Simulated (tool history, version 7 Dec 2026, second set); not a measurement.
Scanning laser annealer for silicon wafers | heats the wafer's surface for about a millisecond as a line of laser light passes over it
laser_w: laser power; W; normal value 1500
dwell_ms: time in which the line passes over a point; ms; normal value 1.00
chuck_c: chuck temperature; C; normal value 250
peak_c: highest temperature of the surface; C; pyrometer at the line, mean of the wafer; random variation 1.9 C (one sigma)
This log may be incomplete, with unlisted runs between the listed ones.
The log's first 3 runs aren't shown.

| run | hour | laser_w | dwell_ms | chuck_c | hours of work since the window was cleaned | hours of work since the power meter was calibrated | hours of work since the optics were aligned | peak_c |
|---|---|---|---|---|---|---|---|---|
| 4 | 36.2 | 1500 | 1.00 | 250 | 118 | 364 | 536 | 1084 |
| 5 | 54.8 | 1500 | 0.94 | 250 | 131 | 377 | 548 | 1063 |
| 6 | 68.8 | 1500 | 0.94 | 250 | 140 | 386 | 558 | 1059 |
| 7 | 86.0 | 1415 | 1.00 | 250 | 152 | 398 | 570 | 1029 |
| 8 | 102.2 | 1500 | 1.02 | 250 | 163 | 409 | 581 | 1089 |
| 9 | 119.4 | 1500 | 1.02 | 250 | 175 | 420 | 592 | 1093 |
| 10 | 135.8 | 1500 | 1.02 | 250 | 186 | 431 | 603 | 1090 |
| 11 | 145.4 | 1500 | 1.02 | 250 | 192 | 438 | 610 | 1088 |
| 12 | 153.2 | 1500 | 0.97 | 250 | 197 | 443 | 615 | 1071 |
| 13 | 164.2 | 1514 | 0.97 | 250 | 205 | 451 | 623 | 1082 |
| 14 | 178.3 | 1514 | 1.03 | 250 | 214 | 460 | 632 | 1101 |
| 15 | 193.6 | 1514 | 1.03 | 250 | 225 | 470 | 642 | 1101 |
| 16 | 209.3 | 1500 | 1.14 | 250 | 235 | 481 | 653 | 1129 |
| 17 | 223.5 | 1500 | 1.14 | 250 | 245 | 491 | 663 | 1131 |
| 18 | 238.2 | 1500 | 1.14 | 250 | 255 | 501 | 673 | 1128 |
| 19 | 255.1 | 1515 | 1.19 | 228 | 266 | 512 | 684 | 1136 |
| 20 | 269.3 | 1546 | 1.00 | 228 | 276 | 522 | 694 | 1088 |
| 21 | 287.1 | 1500 | 0.79 | 250 | 288 | 534 | 706 | 1003 |
| 22 | 296.1 | 1500 | 0.79 | 250 | 294 | 540 | 712 | 1005 |
| 23 | 303.8 | 1336 | 0.78 | 269 | 299 | 545 | 717 | 924 |
|  | 313.8 | window over the wafer cleaned |
| 24 | 322.0 | 1499 | 0.94 | 269 | 6 | 556 | 728 | 1078 |

Predict the results of run 25:
| 25 | 338.4 | 1511 | 1.00 | 253 | 17 | 567 | 739 | ? |

{"run 25": {"peak_c": 1092}}
Take away the tool's hidden state, keep the run-to-run variation as it was, and the same run would have given peak_c 1092 C.
